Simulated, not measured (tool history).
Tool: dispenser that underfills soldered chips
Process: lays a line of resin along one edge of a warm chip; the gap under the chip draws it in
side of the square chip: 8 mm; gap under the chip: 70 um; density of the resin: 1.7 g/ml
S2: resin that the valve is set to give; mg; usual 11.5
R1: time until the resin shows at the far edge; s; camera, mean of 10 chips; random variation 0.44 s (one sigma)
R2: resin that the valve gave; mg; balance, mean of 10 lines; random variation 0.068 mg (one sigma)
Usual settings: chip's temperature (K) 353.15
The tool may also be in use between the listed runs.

Run 1, hour 0.0: usual settings. Result: R1 36.0 s, R2 11.49 mg.
Run 2, hour 7.6: usual settings. Result: R1 55.7 s, R2 11.40 mg.
At hour 15.1: new syringe of resin.
Run 3, hour 20.0: usual settings but chip's temperature (K) 360.15. Result: R1 34.3 s, R2 11.42 mg.
At hour 32.0: new syringe of resin.
Run 4, hour 34.2: usual settings but chip's temperature (K) 361.15. Result: R1 28.8 s, R2 11.31 mg.
Run 5, hour 43.6: usual settings but chip's temperature (K) 361.15. Result: R1 47.8 s, R2 11.29 mg.
At hour 48.7: new syringe of resin.
Run 6, hour 51.5: usual settings but chip's temperature (K) 361.15. Result: R1 29.1 s, R2 11.38 mg.
Run 7, hour 63.9: usual settings. Result: R1 75.6 s, R2 11.26 mg.
At hour 66.2: new syringe of resin.
Run 8, hour 71.2: usual settings but chip's temperature (K) 364.15. Result: R1 30.9 s, R2 11.27 mg.
At hour 83.3: new syringe of resin.
Run 9, hour 84.9: usual settings but S2 12.0 mg. Result: R1 33.7 s, R2 11.69 mg.
Run 10, hour 92.4: usual settings but S2 12.0 mg. Result: R1 51.0 s, R2 11.61 mg.
At hour 101.0: new syringe of resin.
Run 11, hour 101.7: usual settings but S2 12.0 mg. Result: R1 33.1 s, R2 11.53 mg.
Run 12, hour 115.7: usual settings but S2 12.0 mg. Result: R1 71.6 s, R2 11.53 mg.
At hour 118.3: new syringe of resin.
Run 13, hour 126.6: usual settings but chip's temperature (K) 344.15. Result: R1 64.7 s, R2 10.94 mg.
At hour 135.0: new syringe of resin.
Run 14, hour 137.2: usual settings but S2 12.9 mg. Result: R1 34.4 s, R2 12.29 mg.
Run 15, hour 149.8: usual settings but S2 12.9 mg. Result: R1 71.1 s, R2 12.20 mg.
At hour 151.6: new syringe of resin.
Run 16, hour 162.5: usual settings but chip's temperature (K) 364.15. Result: R1 42.3 s, R2 10.87 mg.
At hour 166.5: dispensing valve cleaned and set on the balance.
At hour 170.2: new syringe of resin.
Run 17, hour 177.6: usual settings but chip's temperature (K) 364.15. Result: R1 33.7 s, R2 11.49 mg.
Run 18, hour 185.6: usual settings but chip's temperature (K) 364.15. Result: R1 51.4 s, R2 11.38 mg.
At hour 187.2: new syringe of resin.
Run 19, hour 197.5: usual settings but chip's temperature (K) 339.15. Result: R1 85.7 s, R2 11.34 mg.
At hour 203.9: new syringe of resin.
Run 20, hour 212.9: usual settings but chip's temperature (K) 344.15, S2 10.2 mg. Result: R1 70.5 s, R2 10.04 mg.
At hour 220.7: new syringe of resin.
Run 21, hour 223.7: usual settings but chip's temperature (K) 355.15, S2 9.9 mg. Result: R1 35.5 s, R2 9.74 mg.
Run 22, hour 232.5: usual settings but chip's temperature (K) 355.15, S2 9.9 mg. Result: R1 58.3 s, R2 9.66 mg.
At hour 238.3: new syringe of resin.
Run 23, hour 243.8: usual settings but chip's temperature (K) 355.15, S2 9.9 mg. Result: R1 40.9 s, R2 9.63 mg.
Run 24, hour 250.3: usual settings but chip's temperature (K) 358.15, S2 13.3 mg. Result: R1 51.9 s, R2 12.92 mg.
At hour 255.8: new syringe of resin.
Run 25, hour 260.0: usual settings but chip's temperature (K) 360.15, S2 13.8 mg. Result: R1 30.3 s, R2 13.45 mg.
At hour 272.9: new syringe of resin.
Run 26, hour 274.6: usual settings but chip's temperature (K) 341.15. Result: R1 48.0 s, R2 11.10 mg.
Run 27, hour 287.7: usual settings but chip's temperature (K) 354.15, S2 9.8 mg. Result: R1 69.0 s, R2 9.41 mg.
At hour 289.8: new syringe of resin.
Run 28, hour 296.1: usual settings but chip's temperature (K) 354.15, S2 9.8 mg. Result: R1 45.2 s, R2 9.47 mg.
At hour 306.6: new syringe of resin.
Run 29, hour 307.0: usual settings but chip's temperature (K) 354.15. Result: R1 29.5 s, R2 11.00 mg.
Run 30, hour 315.5: usual settings but chip's temperature (K) 354.15. Result: R1 46.9 s, R2 10.87 mg.
At hour 323.7: new syringe of resin.
Run 31, hour 324.3: usual settings but chip's temperature (K) 354.15, S2 12.1 mg. Result: R1 30.9 s, R2 11.48 mg.
Run 32, hour 332.0: usual settings but chip's temperature (K) 354.15, S2 12.1 mg. Result: R1 46.3 s, R2 11.57 mg.
Run 33, hour 338.7: usual settings but chip's temperature (K) 361.15, S2 12.7 mg. Result: R1 54.1 s, R2 11.97 mg.
At hour 340.6: new syringe of resin.
At hour 343.1: dispensing valve cleaned and set on the balance.
Run 34, hour 353.3: usual settings but chip's temperature (K) 341.15, S2 13.4 mg. Result: R1 82.7 s, R2 13.23 mg.

Hidden state or all else? Some run-to-run changes of R1, split into what the settings, what came in and random variation would give without the hidden state, and what is left for the hidden state (with any gauge scatter that isn't in both results):
The hidden state here: resin's viscosity, % of fresh resin's; dose that the valve gives, % of what is set; true chip temperature over the reading, C; drift of the gauge itself on fill_s, %; drift of the gauge itself on given_mg, %.
Run 6 -> 7: chip's temperature (K) 361.15 -> 353.15. R1 +46.5 s: hidden state +39.4, all else +7.1.
Run 7 -> 8: chip's temperature (K) 353.15 -> 364.15, new syringe of resin. R1 -44.7 s: hidden state -36.4, all else -8.3.
Run 11 -> 12: no setting changed, nothing entered. R1 +38.5 s: hidden state +38.9, all else -0.4.
